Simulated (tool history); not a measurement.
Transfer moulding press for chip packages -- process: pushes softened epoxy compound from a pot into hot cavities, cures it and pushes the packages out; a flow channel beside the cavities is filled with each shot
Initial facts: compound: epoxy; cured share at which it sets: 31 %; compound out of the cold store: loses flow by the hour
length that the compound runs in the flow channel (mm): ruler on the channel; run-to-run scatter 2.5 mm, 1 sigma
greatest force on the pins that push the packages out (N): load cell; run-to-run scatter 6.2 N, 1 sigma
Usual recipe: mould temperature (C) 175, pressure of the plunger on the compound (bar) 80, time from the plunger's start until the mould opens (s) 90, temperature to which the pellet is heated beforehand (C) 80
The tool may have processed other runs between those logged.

run,day,mould temperature (C),pressure of the plunger on the compound (bar),time from the plunger's start until the mould opens (s),temperature to which the pellet is heated beforehand (C),incoming compound's hours out of the cold store,length that the compound runs in the flow channel (mm),greatest force on the pins that push the packages out (N)
1,0,175,80,90,80,33.8,468,256
2,0.571,175,80,90,80,45.7,433,271
3,1.142,175,80,90,80,43,446,290
# day 1.842: cavities cleaned with cleaning compound and waxed
4,2.229,175,80,90,80,48,429,247
5,2.917,175,80,90,80,39.8,451,273
6,3.629,175,80,90,80,35,460,304
# day 4.133: cavities cleaned with cleaning compound and waxed
7,4.258,175,80,90,80,15.1,517,242
# day 4.9: plunger's sealing rings changed
8,5.225,175,80,90,80,17.1,528,264
9,6.129,175,80,90,80,13.9,540,303
# day 6.5: cavities cleaned with cleaning compound and waxed
10,6.812,175,80,90,80,44.4,445,225
11,7.496,175,80,90,80,16.9,530,273
12,8.446,175,80,90,80,10.2,542,297
# day 8.758: cavities cleaned with cleaning compound and waxed
13,9.508,175,80,90,80,10.7,543,274
14,9.983,175,80,123,80,47.7,438,255
# day 10.992: cavities cleaned with cleaning compound and waxed
15,11.075,175,80,123,80,40.6,455,213
16,12.117,175,80,123,80,24.4,496,240
17,12.696,172,73.8,123,80,39.6,438,263
# day 13.262: cavities cleaned with cleaning compound and waxed
18,13.862,169,80,90,89,46.8,440,319
19,14.888,177,80,129,80,28.7,483,260
# day 15.538: cavities cleaned with cleaning compound and waxed
20,15.771,173,80,88,80,20,503,264
21,16.792,173,80,88,80,27.2,480,307
# day 17.796: cavities cleaned with cleaning compound and waxed
22,17.796,173,80,88,80,33.7,462,250
23,18.346,175,86.2,73,80,27.1,495,359
# day 18.646: plunger's sealing rings changed
24,19.167,175,86.2,73,80,12.4,558,421
25,19.825,173,80,90,71,37.3,468,315
# day 20.158: cavities cleaned with cleaning compound and waxed
26,20.592,175,80,90,78,8.9,544,249
27,21.154,175,80,90,78,38.2,462,266
28,21.604,175,80,107,89,25.1,492,249

Below are 3 alternative next runs, each starting from the tool's condition after run 28. Predict each:
A,22.317,175,65.3,91,87,40.4,?,?
B,22.317,174,80,107,89,12.7,?,?
C,22.317,175,81.9,77,89,37.5,?,?

run,length that the compound runs in the flow channel (mm),greatest force on the pins that push the packages out (N)
A,409,282
B,539,275
C,467,341
What these runs would have given with no unlogged condition in the tool:
run,length that the compound runs in the flow channel (mm),greatest force on the pins that push the packages out (N)
A,416,219
B,549,212
C,475,270
